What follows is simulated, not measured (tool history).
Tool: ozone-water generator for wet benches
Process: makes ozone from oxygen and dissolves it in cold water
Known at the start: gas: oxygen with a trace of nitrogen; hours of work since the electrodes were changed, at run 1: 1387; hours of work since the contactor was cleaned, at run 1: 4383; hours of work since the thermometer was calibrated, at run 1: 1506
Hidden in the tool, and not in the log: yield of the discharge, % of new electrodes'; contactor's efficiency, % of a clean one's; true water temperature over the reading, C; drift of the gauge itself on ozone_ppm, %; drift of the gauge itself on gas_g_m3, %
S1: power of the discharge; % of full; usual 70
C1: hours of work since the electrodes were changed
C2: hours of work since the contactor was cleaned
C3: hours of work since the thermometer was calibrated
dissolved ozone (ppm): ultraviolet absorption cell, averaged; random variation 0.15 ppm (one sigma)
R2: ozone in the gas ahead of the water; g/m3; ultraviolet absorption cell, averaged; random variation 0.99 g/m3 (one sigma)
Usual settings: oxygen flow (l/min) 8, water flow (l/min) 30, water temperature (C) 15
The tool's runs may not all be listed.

Run 1, hour 0: usual settings; C1 1387; C2 4383; C3 1506. Result: dissolved ozone (ppm) 18.9, R2 171.5 g/m3.
Run 2, hour 65.1: usual settings but oxygen flow (l/min) 12.2; C1 1441; C2 4437; C3 1561. Result: dissolved ozone (ppm) 17.9, R2 130.5 g/m3.
Run 3, hour 137.7: usual settings but oxygen flow (l/min) 12.2; C1 1502; C2 4498; C3 1622. Result: dissolved ozone (ppm) 18, R2 130.7 g/m3.
Run 4, hour 185.3: usual settings but oxygen flow (l/min) 12.2; C1 1542; C2 4538; C3 1662. Result: dissolved ozone (ppm) 17.8, R2 130.6 g/m3.
Run 5, hour 258.1: usual settings; C1 1603; C2 4599; C3 1723. Result: dissolved ozone (ppm) 18.9, R2 171 g/m3.
Run 6, hour 323: usual settings; C1 1658; C2 4654; C3 1777. Result: dissolved ozone (ppm) 19, R2 171.5 g/m3.
Run 7, hour 372.1: usual settings; C1 1699; C2 4695; C3 1819. Result: dissolved ozone (ppm) 18.9, R2 172.7 g/m3.
Run 8, hour 477.1: usual settings; C1 1787; C2 4783; C3 1907. Result: dissolved ozone (ppm) 18.8, R2 172 g/m3.
Run 9, hour 561.8: usual settings; C1 1858; C2 4854; C3 1978. Result: dissolved ozone (ppm) 18.8, R2 171.1 g/m3.
Run 10, hour 619.7: usual settings but water flow (l/min) 19; C1 1906; C2 4903; C3 2026. Result: dissolved ozone (ppm) 26.3, R2 173.5 g/m3.
Run 11, hour 700.6: usual settings but water flow (l/min) 19; C1 1974; C2 4971; C3 2094. Result: dissolved ozone (ppm) 26.2, R2 171.5 g/m3.
Run 12, hour 757.8: usual settings but S1 62 % of full; C1 2022; C2 5019; C3 2142. Result: dissolved ozone (ppm) 17.1, R2 155.9 g/m3.
Run 13, hour 838.3: usual settings but S1 62 % of full; C1 2090; C2 5086; C3 2210. Result: dissolved ozone (ppm) 17, R2 153.9 g/m3.
Run 14, hour 919.5: usual settings but S1 62 % of full; C1 2158; C2 5154; C3 2278. Result: dissolved ozone (ppm) 17.2, R2 156.3 g/m3.
Run 15, hour 973.1: usual settings but S1 62 % of full; C1 2203; C2 5199; C3 2323. Result: dissolved ozone (ppm) 17, R2 153.9 g/m3.
Run 16, hour 1027.8: usual settings but S1 58 % of full; C1 2249; C2 5245; C3 2369. Result: dissolved ozone (ppm) 16, R2 147.2 g/m3.
Run 17, hour 1088.9: usual settings but S1 69 % of full, oxygen flow (l/min) 4.82; C1 2300; C2 5296; C3 2420. Result: dissolved ozone (ppm) 18.7, R2 232.5 g/m3.
Run 18, hour 1178.8: usual settings but water temperature (C) 8; C1 2376; C2 5372; C3 2495. Result: dissolved ozone (ppm) 20.6, R2 171.6 g/m3.
Run 19, hour 1235.6: usual settings but S1 90 % of full, oxygen flow (l/min) 4.45, water flow (l/min) 38, water temperature (C) 22; C1 2423; C2 5419; C3 2543. Result: dissolved ozone (ppm) 17.4, R2 302.8 g/m3.
Run 20, hour 1284.4: usual settings but S1 90 % of full, oxygen flow (l/min) 4.94, water flow (l/min) 25; C1 2464; C2 5460; C3 2584. Result: dissolved ozone (ppm) 27.1, R2 285 g/m3.
Run 21, hour 1331.9: usual settings but water flow (l/min) 45; C1 2504; C2 5500; C3 2624. Result: dissolved ozone (ppm) 13.3, R2 169.9 g/m3.
Run 22, hour 1379.7: usual settings but S1 60 % of full, oxygen flow (l/min) 6.88; C1 2544; C2 5540; C3 2664. Result: dissolved ozone (ppm) 16.7, R2 166.8 g/m3.
Run 23, hour 1480.2: usual settings but S1 69 % of full, water temperature (C) 8; C1 2628; C2 5625; C3 2748. Result: dissolved ozone (ppm) 20.3, R2 169.1 g/m3.
Run 24, hour 1536: usual settings but S1 69 % of full, water flow (l/min) 48, water temperature (C) 21; C1 2675; C2 5672; C3 2795. Result: dissolved ozone (ppm) 11.5, R2 169.2 g/m3.
Run 25, hour 1586.1: usual settings but S1 69 % of full, water flow (l/min) 48, water temperature (C) 21; C1 2717; C2 5714; C3 2837. Result: dissolved ozone (ppm) 11.5, R2 168.3 g/m3.
Run 26, hour 1680: usual settings but S1 69 % of full, water flow (l/min) 48, water temperature (C) 21; C1 2796; C2 5792; C3 2916. Result: dissolved ozone (ppm) 11.3, R2 169.8 g/m3.
Run 27, hour 1748.3: usual settings but S1 69 % of full, water flow (l/min) 48, water temperature (C) 21; C1 2853; C2 5850; C3 2973. Result: dissolved ozone (ppm) 11.3, R2 168.5 g/m3.
Run 28, hour 1816.7: usual settings but S1 69 % of full, oxygen flow (l/min) 5.73, water flow (l/min) 35, water temperature (C) 21; C1 2911; C2 5907; C3 3031. Result: dissolved ozone (ppm) 15.6, R2 209.6 g/m3.
Run 29, hour 1877.2: usual settings but S1 69 % of full, oxygen flow (l/min) 5.73, water flow (l/min) 35, water temperature (C) 21; C1 2961; C2 5958; C3 3081. Result: dissolved ozone (ppm) 15, R2 210.8 g/m3.
Run 30, hour 1969: usual settings but S1 69 % of full, oxygen flow (l/min) 5.73, water flow (l/min) 27, water temperature (C) 8; C1 3038; C2 6035; C3 3158. Result: dissolved ozone (ppm) 22.4, R2 209 g/m3.
Run 31, hour 2019.4: usual settings but S1 99 % of full, oxygen flow (l/min) 10.85, water temperature (C) 10; C1 3081; C2 6077; C3 3201. Result: dissolved ozone (ppm) 26, R2 187.4 g/m3.
Run 32, hour 2089.8: usual settings but S1 99 % of full, oxygen flow (l/min) 10.85, water temperature (C) 10; C1 3140; C2 6136; C3 3260. Result: dissolved ozone (ppm) 25.9, R2 184.5 g/m3.

Forecast each of these 3 alternatives for the next run:
Run A, hour 2187.4: usual settings but S1 99 % of full, oxygen flow (l/min) 12.58, water flow (l/min) 28, water temperature (C) 7; C1 3222; C2 6218; C3 3342. Result: dissolved ozone (ppm) ?, R2 ?.
Run B, hour 2187.4: usual settings but S1 62 % of full, oxygen flow (l/min) 10.85, water temperature (C) 10; C1 3222; C2 6218; C3 3342. Result: dissolved ozone (ppm) ?, R2 ?.
Run C, hour 2187.4: usual settings but oxygen flow (l/min) 4.6; C1 3222; C2 6218; C3 3342. Result: dissolved ozone (ppm) ?, R2 ?.

run  dissolved ozone (ppm)     R2
  A                     28  169.7
  B                   17.9  127.7
  C                   18.9    243
Without the tool's hidden state the same runs would have given:
run  dissolved ozone (ppm)     R2
  A                     28  169.8
  B                   17.9  127.8
  C                   18.9  243.2

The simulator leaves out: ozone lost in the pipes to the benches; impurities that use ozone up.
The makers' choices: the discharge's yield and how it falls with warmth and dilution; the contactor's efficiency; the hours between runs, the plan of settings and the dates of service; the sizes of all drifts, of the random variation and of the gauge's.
